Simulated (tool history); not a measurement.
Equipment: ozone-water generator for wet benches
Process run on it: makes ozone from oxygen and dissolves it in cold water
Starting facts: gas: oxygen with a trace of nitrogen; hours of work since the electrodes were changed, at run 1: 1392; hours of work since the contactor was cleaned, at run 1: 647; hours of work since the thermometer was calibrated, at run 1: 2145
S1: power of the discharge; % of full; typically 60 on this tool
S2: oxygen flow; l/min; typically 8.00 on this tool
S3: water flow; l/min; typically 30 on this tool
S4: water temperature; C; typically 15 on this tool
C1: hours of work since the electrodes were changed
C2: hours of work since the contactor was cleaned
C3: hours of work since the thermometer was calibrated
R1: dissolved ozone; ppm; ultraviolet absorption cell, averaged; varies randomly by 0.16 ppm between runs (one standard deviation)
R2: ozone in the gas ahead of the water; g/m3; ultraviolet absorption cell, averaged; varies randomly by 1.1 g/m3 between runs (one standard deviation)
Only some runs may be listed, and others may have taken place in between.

run	hour	S1	S2	S3	S4	C1	C2	C3	R1	R2
1	0.0	60	8.00	30	15	1392	647	2145	19.8	192.7
2	40.1	60	8.00	30	15	1432	687	2185	20.1	193.1
3	64.2	60	8.00	30	15	1456	711	2209	19.9	190.5
4	110.6	60	8.00	30	14	1502	757	2255	20.3	191.6
5	135.8	60	8.00	30	14	1527	782	2280	20.4	192.3
6	157.2	60	8.00	30	14	1548	803	2301	20.4	192.6
7	189.1	60	8.00	30	14	1579	834	2332	20.4	191.0
8	213.5	60	8.00	30	14	1604	859	2357	20.3	192.6
9	245.8	60	8.00	30	14	1636	891	2389	20.4	190.7
10	268.7	60	8.00	30	14	1658	913	2411	20.1	190.3
11	297.7	60	8.00	30	14	1687	942	2440	20.3	188.9
12	318.2	60	8.00	30	14	1707	962	2460	20.4	191.6
13	354.5	60	8.00	30	14	1743	998	2496	20.1	190.2
14	374.5	60	8.00	30	14	1763	1018	2516	20.2	190.4
15	416.1	60	8.00	26	14	1804	1059	2557	22.7	189.8
16	436.0	65	8.00	30	15	1824	1079	2577	21.3	205.2
# hour 439.3: water thermometer calibrated
17	471.9	65	8.00	30	15	1859	1114	32	21.1	201.1
18	517.5	54	8.00	20	8	1904	1159	77	28.1	173.2
19	554.5	82	8.00	45	8	1941	1196	114	18.5	242.8
20	591.3	60	8.00	30	16	1977	1232	150	19.5	190.0
21	637.1	68	5.28	46	8	2022	1277	196	15.2	280.7
22	658.0	70	8.00	30	15	2043	1298	216	22.3	214.3
# hour 679.9: water thermometer calibrated, once more
23	680.4	70	8.00	30	15	2065	1320	0	22.4	212.2
24	708.9	70	8.00	30	15	2093	1348	29	22.0	215.7
25	740.8	100	8.00	30	15	2125	1380	60	29.8	284.4
26	782.4	60	5.18	30	15	2166	1421	102	20.2	255.1
27	819.6	60	5.18	30	15	2203	1458	138	20.2	253.9
28	848.0	68	4.34	39	10	2231	1486	166	17.4	319.1
29	893.3	68	4.13	39	7	2276	1531	211	17.9	329.3
30	934.9	82	7.31	26	17	2317	1572	252	28.1	257.1
31	959.9	77	8.00	30	7	2342	1597	277	26.6	227.9
32	994.1	77	8.00	30	7	2375	1630	311	26.2	229.9
33	1017.3	77	8.00	30	7	2398	1653	334	26.3	230.5

Pick out some run-to-run changes in R1. Of each, how much would a tool without hidden state show as well, from the settings, what came in and chance, and how much is left for the hidden state and any gauge scatter not in both results compared?
The tool's hidden condition here consists of: yield of the discharge, % of new electrodes'; contactor's efficiency, % of a clean one's; true water temperature over the reading, C; drift of the gauge itself on ozone_ppm, %; drift of the gauge itself on gas_g_m3, %.
Run 18 -> 19: S1 54 -> 82, S3 20 -> 45. R1 -9.6 ppm: hidden state +0.1, all else -9.7.
Run 24 -> 25: S1 70 -> 100. R1 +7.8 ppm: hidden state -1.1, all else +8.9.
Run 25 -> 26: S1 100 -> 60, S2 8.00 -> 5.18. R1 -9.6 ppm: hidden state +1.4, all else -11.0.
Run 29 -> 30: S1 68 -> 82, S2 4.13 -> 7.31, S3 39 -> 26, S4 7 -> 17. R1 +10.2 ppm: hidden state -1.2, all else +11.4.
